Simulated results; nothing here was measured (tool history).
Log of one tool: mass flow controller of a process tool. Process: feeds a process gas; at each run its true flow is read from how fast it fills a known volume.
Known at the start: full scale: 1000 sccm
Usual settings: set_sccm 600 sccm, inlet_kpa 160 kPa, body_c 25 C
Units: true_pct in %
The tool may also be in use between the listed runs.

Run 1, hour 0: usual settings. Result: true_pct 98.91 %.
Run 2, hour 129.2: usual settings. Result: true_pct 98.87 %.
Run 3, hour 266.2: usual settings. Result: true_pct 98.99 %.
Run 4, hour 383.7: usual settings but inlet_kpa 167 kPa. Result: true_pct 98.85 %.
Run 5, hour 518.7: usual settings but body_c 29 C. Result: true_pct 98.74 %.
Run 6, hour 664.4: usual settings but set_sccm 184 sccm. Result: true_pct 96.8 %.
Run 7, hour 842.9: usual settings but set_sccm 184 sccm. Result: true_pct 96.86 %.
Run 8, hour 1099.5: usual settings but set_sccm 184 sccm. Result: true_pct 96.91 %.
Run 9, hour 1355.2: usual settings but body_c 38 C. Result: true_pct 98.06 %.
Run 10, hour 1546.3: usual settings but set_sccm 113 sccm. Result: true_pct 95.5 %.
Run 11, hour 1706.5: usual settings but set_sccm 113 sccm. Result: true_pct 95.47 %.
Run 12, hour 1833: usual settings. Result: true_pct 98.86 %.
Run 13, hour 1943: usual settings. Result: true_pct 98.93 %.
Run 14, hour 2083.2: usual settings. Result: true_pct 98.78 %.
Run 15, hour 2309.1: usual settings but set_sccm 485 sccm, inlet_kpa 167 kPa, body_c 24 C. Result: true_pct 98.51 %.
Run 16, hour 2469.4: usual settings but set_sccm 407 sccm, inlet_kpa 162 kPa, body_c 20 C. Result: true_pct 98.39 %.
Run 17, hour 2707.2: usual settings but body_c 36 C. Result: true_pct 98.23 %.
Run 18, hour 2913.5: usual settings but body_c 36 C. Result: true_pct 98.19 %.
Run 19, hour 3140.7: usual settings but body_c 36 C. Result: true_pct 98.27 %.
Run 20, hour 3255.7: usual settings but set_sccm 728 sccm, inlet_kpa 229 kPa, body_c 22 C. Result: true_pct 99.13 %.
Run 21, hour 3478.6: usual settings but set_sccm 678 sccm, body_c 30 C. Result: true_pct 98.94 %.
Run 22, hour 3717.6: usual settings but set_sccm 236 sccm, inlet_kpa 177 kPa, body_c 33 C. Result: true_pct 96.12 %.
Run 23, hour 3921.9: usual settings but set_sccm 182 sccm, inlet_kpa 229 kPa, body_c 28 C. Result: true_pct 95.4 %.
Run 24, hour 4032.6: usual settings but set_sccm 157 sccm, inlet_kpa 229 kPa, body_c 28 C. Result: true_pct 94.95 %.

Forecast each of these 4 alternatives for the next run:
Run A, hour 4226.2: usual settings but set_sccm 924 sccm, inlet_kpa 162 kPa, body_c 28 C. Result: true_pct ?.
Run B, hour 4226.2: usual settings but set_sccm 814 sccm, inlet_kpa 152 kPa, body_c 22 C. Result: true_pct ?.
Run C, hour 4226.2: usual settings but inlet_kpa 232 kPa, body_c 24 C. Result: true_pct ?.
Run D, hour 4226.2: usual settings but set_sccm 157 sccm, inlet_kpa 235 kPa, body_c 20 C. Result: true_pct ?.

run  true_pct
  A     99.84
  B     99.75
  C     98.47
  D     95.32
Without the tool's hidden state the same runs would have given:
run  true_pct
  A     99.78
  B     99.75
  C     98.67
  D     97.63
